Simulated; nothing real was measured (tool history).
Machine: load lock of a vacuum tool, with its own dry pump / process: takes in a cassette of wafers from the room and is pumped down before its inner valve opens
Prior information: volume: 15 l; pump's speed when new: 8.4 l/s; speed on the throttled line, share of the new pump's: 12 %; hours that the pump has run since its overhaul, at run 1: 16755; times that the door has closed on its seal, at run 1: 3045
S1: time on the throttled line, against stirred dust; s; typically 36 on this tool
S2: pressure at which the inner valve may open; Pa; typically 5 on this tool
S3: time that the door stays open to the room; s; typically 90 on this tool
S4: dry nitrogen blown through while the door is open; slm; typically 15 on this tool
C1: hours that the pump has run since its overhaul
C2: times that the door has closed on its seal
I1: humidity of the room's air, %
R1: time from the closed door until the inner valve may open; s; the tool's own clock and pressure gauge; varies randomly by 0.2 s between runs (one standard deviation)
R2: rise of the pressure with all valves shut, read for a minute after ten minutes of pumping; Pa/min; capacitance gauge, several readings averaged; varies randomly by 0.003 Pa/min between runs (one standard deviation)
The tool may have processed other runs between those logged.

Run 1, hour 0.0: usual settings; C1 16755; C2 3045; I1 45.1. Result: R1 49.9 s, R2 0.052 Pa/min.
At hour 59.1: dry pump taken out, an overhauled one fitted.
Run 2, hour 246.2: usual settings but S1 49 s; C1 187; C2 3781; I1 45.0. Result: R1 60.9 s, R2 0.048 Pa/min.
Run 3, hour 714.3: usual settings but S1 49 s; C1 655; C2 5217; I1 43.6. Result: R1 61.1 s, R2 0.044 Pa/min.
Run 4, hour 1104.8: usual settings but S1 49 s; C1 1046; C2 6414; I1 43.5. Result: R1 61.3 s, R2 0.043 Pa/min.
Run 5, hour 1582.2: usual settings but S1 49 s; C1 1523; C2 7879; I1 43.4. Result: R1 61.1 s, R2 0.051 Pa/min.
Run 6, hour 2138.6: usual settings but S1 49 s; C1 2080; C2 9585; I1 46.1. Result: R1 61.1 s, R2 0.052 Pa/min.
Run 7, hour 2474.7: usual settings; C1 2416; C2 10616; I1 47.6. Result: R1 49.6 s, R2 0.050 Pa/min.
Run 8, hour 2767.5: usual settings but S2 7 Pa, S3 35 s; C1 2708; C2 11513; I1 43.6. Result: R1 49.0 s, R2 0.029 Pa/min.
Run 9, hour 3211.0: usual settings but S2 7 Pa, S3 35 s; C1 3152; C2 12873; I1 44.9. Result: R1 48.8 s, R2 0.033 Pa/min.
Run 10, hour 3759.9: usual settings but S1 39 s, S3 30 s; C1 3701; C2 14557; I1 46.5. Result: R1 52.6 s, R2 0.026 Pa/min.
Run 11, hour 4030.7: usual settings but S1 39 s, S3 30 s; C1 3972; C2 15387; I1 46.2. Result: R1 52.0 s, R2 0.028 Pa/min.
Run 12, hour 4535.5: usual settings but S1 39 s, S3 30 s; C1 4476; C2 16935; I1 43.6. Result: R1 52.2 s, R2 0.026 Pa/min.
Run 13, hour 5036.2: usual settings but S1 46 s, S2 7 Pa, S4 5 slm; C1 4977; C2 18471; I1 44.3. Result: R1 57.8 s, R2 0.060 Pa/min.

Predict each of these 4 candidate next runs independently; none follows another, all start after run 13:
Run A, hour 5295.2: usual settings but S1 46 s, S2 7 Pa, S3 34 s, S4 5 slm; C1 5236; C2 19265; I1 48.9. Result: R1 ?, R2 ?.
Run B, hour 5295.2: usual settings but S3 53 s; C1 5236; C2 19265; I1 50.4. Result: R1 ?, R2 ?.
Run C, hour 5295.2: usual settings but S2 6 Pa, S3 233 s, S4 13 slm; C1 5236; C2 19265; I1 45.6. Result: R1 ?, R2 ?.
Run D, hour 5295.2: usual settings but S1 25 s, S2 8 Pa, S4 4 slm; C1 5236; C2 19265; I1 44.4. Result: R1 ?, R2 ?.

run    R1     R2
  A  58.1  0.035
  B  49.4  0.036
  C  49.6  0.093
  D  39.2  0.065
Without the tool's unlogged condition, the same runs would have read:
run    R1     R2
  A  58.1  0.035
  B  49.4  0.035
  C  49.6  0.092
  D  39.2  0.065

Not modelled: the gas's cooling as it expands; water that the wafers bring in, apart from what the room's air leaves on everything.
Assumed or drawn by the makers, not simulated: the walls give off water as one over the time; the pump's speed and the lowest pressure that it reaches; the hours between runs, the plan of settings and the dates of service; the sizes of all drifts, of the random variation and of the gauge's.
